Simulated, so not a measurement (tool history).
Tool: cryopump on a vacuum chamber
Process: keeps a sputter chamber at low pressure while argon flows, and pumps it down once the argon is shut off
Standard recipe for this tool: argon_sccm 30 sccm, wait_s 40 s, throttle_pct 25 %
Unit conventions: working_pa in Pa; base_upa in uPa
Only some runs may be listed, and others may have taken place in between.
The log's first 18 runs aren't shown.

| run | hour | argon_sccm | wait_s | throttle_pct | hours of work since the pump was warmed up and emptied | hours of work since the cold head was overhauled | hours of work since the chamber's fittings were tightened | working_pa | base_upa |
|---|---|---|---|---|---|---|---|---|---|
| 19 | 834.7 | 30 | 40 | 23 | 589 | 1689 | 1557 | 0.0968 | 2.24 |
| 20 | 891.8 | 43 | 40 | 48 | 632 | 1732 | 1600 | 0.0693 | 2.33 |
| 21 | 943.1 | 43 | 40 | 48 | 670 | 1771 | 1639 | 0.069 | 2.52 |
| 22 | 979.5 | 26 | 40 | 48 | 698 | 1798 | 1666 | 0.0418 | 2.36 |
| 23 | 1027.8 | 26 | 40 | 48 | 734 | 1835 | 1702 | 0.0427 | 2.45 |
| 24 | 1066.3 | 17 | 26 | 15 | 763 | 1864 | 1732 | 0.0832 | 3.01 |
| 25 | 1099.6 | 43 | 197 | 25 | 788 | 1889 | 1757 | 0.1292 | 1.77 |
| 26 | 1144.4 | 46 | 40 | 25 | 822 | 1922 | 1790 | 0.141 | 2.57 |
| 27 | 1186.7 | 46 | 40 | 25 | 854 | 1954 | 1822 | 0.1395 | 2.61 |
| 28 | 1216.8 | 30 | 24 | 24 | 877 | 1977 | 1845 | 0.0955 | 3.3 |
| 29 | 1280.9 | 30 | 24 | 24 | 925 | 2025 | 1893 | 0.0955 | 3.28 |
| 30 | 1325.3 | 30 | 24 | 24 | 958 | 2059 | 1927 | 0.0957 | 3.38 |
| 31 | 1355.2 | 26 | 40 | 25 | 981 | 2081 | 1949 | 0.0795 | 2.71 |
| 32 | 1418.1 | 26 | 40 | 25 | 1028 | 2129 | 1996 | 0.0796 | 2.8 |
| 33 | 1456.4 | 21 | 40 | 25 | 1057 | 2157 | 2025 | 0.0631 | 2.76 |
|  | 1521 | pump warmed up, emptied and cooled again |
| 34 | 1522 | 21 | 40 | 25 | 1 | 2203 | 2071 | 0.0597 | 2.61 |

Branching from run 34: 4 alternative next runs. What would each branch give?
| A | 1585 | 18 | 71 | 22 | 48 | 2250 | 2118 | ? | ? |
| B | 1585 | 53 | 67 | 39 | 48 | 2250 | 2118 | ? | ? |
| C | 1585 | 27 | 40 | 21 | 48 | 2250 | 2118 | ? | ? |
| D | 1585 | 56 | 24 | 24 | 48 | 2250 | 2118 | ? | ? |

| run | working_pa | base_upa |
|---|---|---|
| A | 0.0594 | 2.21 |
| B | 0.0995 | 2.17 |
| C | 0.0933 | 2.62 |
| D | 0.1703 | 3.38 |
Without the tool's hidden state the same runs would have given:
| run | working_pa | base_upa |
|---|---|---|
| A | 0.0589 | 0.7 |
| B | 0.098 | 0.71 |
| C | 0.0925 | 1.13 |
| D | 0.1688 | 1.84 |
